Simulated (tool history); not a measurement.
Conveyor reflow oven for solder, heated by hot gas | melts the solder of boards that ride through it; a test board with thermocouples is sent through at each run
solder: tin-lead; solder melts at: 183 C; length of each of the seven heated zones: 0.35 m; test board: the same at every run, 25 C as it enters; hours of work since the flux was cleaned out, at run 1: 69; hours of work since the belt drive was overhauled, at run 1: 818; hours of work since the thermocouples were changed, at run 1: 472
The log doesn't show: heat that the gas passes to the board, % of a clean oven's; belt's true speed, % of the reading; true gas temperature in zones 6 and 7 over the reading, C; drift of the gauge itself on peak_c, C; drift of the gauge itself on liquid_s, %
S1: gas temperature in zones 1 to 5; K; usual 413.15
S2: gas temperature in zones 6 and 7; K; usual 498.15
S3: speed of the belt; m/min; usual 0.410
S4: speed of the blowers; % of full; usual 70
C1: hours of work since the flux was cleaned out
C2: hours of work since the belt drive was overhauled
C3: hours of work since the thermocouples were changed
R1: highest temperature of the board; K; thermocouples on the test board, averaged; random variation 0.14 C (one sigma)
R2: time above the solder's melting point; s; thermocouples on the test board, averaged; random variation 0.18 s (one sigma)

| run | hour | S1 | S2 | S3 | S4 | C1 | C2 | C3 | R1 | R2 |
|---|---|---|---|---|---|---|---|---|---|---|
| 1 | 0.0 | 413.15 | 498.15 | 0.410 | 70 | 69 | 818 | 472 | 485.95 | 74.9 |
| 2 | 51.1 | 410.15 | 498.15 | 0.410 | 70 | 92 | 841 | 495 | 485.45 | 72.7 |
|  | 107.8 | belt drive overhauled, speed set with a stopwatch |
| 3 | 126.9 | 410.15 | 498.15 | 0.410 | 70 | 124 | 9 | 527 | 484.75 | 70.6 |
| 4 | 180.6 | 413.15 | 502.15 | 0.410 | 70 | 149 | 33 | 552 | 488.25 | 76.2 |
|  | 254.0 | thermocouples of zones 6 and 7 changed |
| 5 | 254.0 | 413.15 | 502.15 | 0.410 | 70 | 181 | 65 | 0 | 487.65 | 75.2 |
| 6 | 325.8 | 413.15 | 498.15 | 0.423 | 70 | 213 | 97 | 32 | 483.25 | 67.8 |
| 7 | 389.5 | 413.15 | 498.15 | 0.423 | 70 | 242 | 126 | 61 | 482.85 | 67.4 |
| 8 | 427.9 | 413.15 | 498.15 | 0.423 | 70 | 259 | 144 | 78 | 483.05 | 67.4 |
|  | 512.1 | flux residue cleaned out of gas plates and filters |
| 9 | 512.1 | 413.15 | 498.15 | 0.423 | 70 | 0 | 179 | 114 | 484.55 | 70.2 |
| 10 | 545.2 | 413.15 | 498.15 | 0.423 | 67 | 15 | 194 | 129 | 483.85 | 69.2 |
| 11 | 598.4 | 403.15 | 498.15 | 0.410 | 70 | 39 | 218 | 153 | 483.65 | 66.8 |
| 12 | 661.2 | 403.15 | 498.15 | 0.410 | 70 | 67 | 247 | 182 | 483.65 | 66.6 |
| 13 | 736.0 | 413.15 | 498.15 | 0.471 | 70 | 101 | 280 | 215 | 481.15 | 57.5 |
| 14 | 795.8 | 413.15 | 498.15 | 0.471 | 70 | 128 | 307 | 242 | 480.85 | 57.1 |
| 15 | 849.8 | 413.15 | 498.15 | 0.471 | 70 | 152 | 332 | 267 | 480.55 | 57.2 |
| 16 | 896.4 | 422.15 | 498.15 | 0.410 | 70 | 173 | 353 | 288 | 486.15 | 79.5 |
| 17 | 973.6 | 422.15 | 498.15 | 0.410 | 70 | 208 | 388 | 323 | 485.95 | 79.2 |
| 18 | 1015.5 | 424.15 | 498.15 | 0.410 | 70 | 227 | 407 | 341 | 486.45 | 80.6 |
| 19 | 1075.5 | 405.15 | 498.15 | 0.412 | 70 | 254 | 434 | 369 | 482.75 | 65.8 |
| 20 | 1132.5 | 413.15 | 488.15 | 0.459 | 70 | 280 | 459 | 394 | 472.55 | 47.0 |
|  | 1172.2 | flux residue cleaned out of gas plates and filters |
| 21 | 1196.5 | 406.15 | 503.15 | 0.457 | 70 | 11 | 486 | 421 | 486.05 | 63.3 |
| 22 | 1250.2 | 406.15 | 500.15 | 0.457 | 70 | 35 | 510 | 445 | 483.45 | 60.2 |
| 23 | 1322.2 | 426.15 | 489.15 | 0.410 | 70 | 68 | 543 | 478 | 480.35 | 76.0 |
| 24 | 1394.5 | 411.15 | 499.15 | 0.449 | 70 | 100 | 575 | 510 | 483.85 | 64.0 |
| 25 | 1463.7 | 417.15 | 507.15 | 0.480 | 79 | 132 | 607 | 542 | 491.05 | 69.3 |
| 26 | 1534.2 | 413.15 | 496.15 | 0.366 | 70 | 163 | 639 | 573 | 486.75 | 86.3 |
|  | 1559.8 | thermocouples of zones 6 and 7 changed |
| 27 | 1600.1 | 427.15 | 507.15 | 0.441 | 60 | 192 | 667 | 18 | 490.55 | 80.4 |
| 28 | 1672.7 | 401.15 | 500.15 | 0.410 | 70 | 225 | 700 | 51 | 483.85 | 66.7 |
| 29 | 1738.0 | 413.15 | 492.15 | 0.448 | 52 | 255 | 730 | 80 | 472.95 | 47.1 |
| 30 | 1778.3 | 413.15 | 490.15 | 0.337 | 52 | 273 | 748 | 99 | 478.75 | 81.3 |

Measured less the same run without the tool's hidden state. The same run-to-run variation is in both; the gauge's scatter may not be:
| run | R1 | R2 |
|---|---|---|
| 1 | +0.70 | +2.2 |
| 2 | +0.70 | +2.2 |
| 3 | +0.00 | -0.5 |
| 4 | -0.20 | -0.4 |
| 5 | -0.80 | -1.2 |
| 6 | -1.00 | -1.6 |
| 7 | -1.20 | -1.8 |
| 8 | -1.20 | -1.9 |
| 9 | +0.30 | +0.6 |
| 10 | +0.20 | +0.6 |
| 11 | +0.20 | +0.4 |
| 12 | +0.00 | +0.2 |
| 13 | -0.20 | -0.2 |
| 14 | -0.40 | -0.4 |
| 15 | -0.50 | -0.6 |
| 16 | -0.20 | +0.0 |
| 17 | -0.40 | -0.1 |
| 18 | -0.40 | -0.1 |
| 19 | -0.90 | -1.2 |
| 20 | -1.00 | -2.0 |
| 21 | +1.20 | +2.2 |
| 22 | +1.00 | +2.0 |
| 23 | +1.00 | +2.3 |
| 24 | +0.80 | +1.7 |
| 25 | +0.50 | +1.4 |
| 26 | +0.70 | +1.9 |
| 27 | -0.70 | +0.6 |
| 28 | -1.00 | -0.5 |
| 29 | -0.80 | -1.1 |
| 30 | -0.60 | -0.1 |
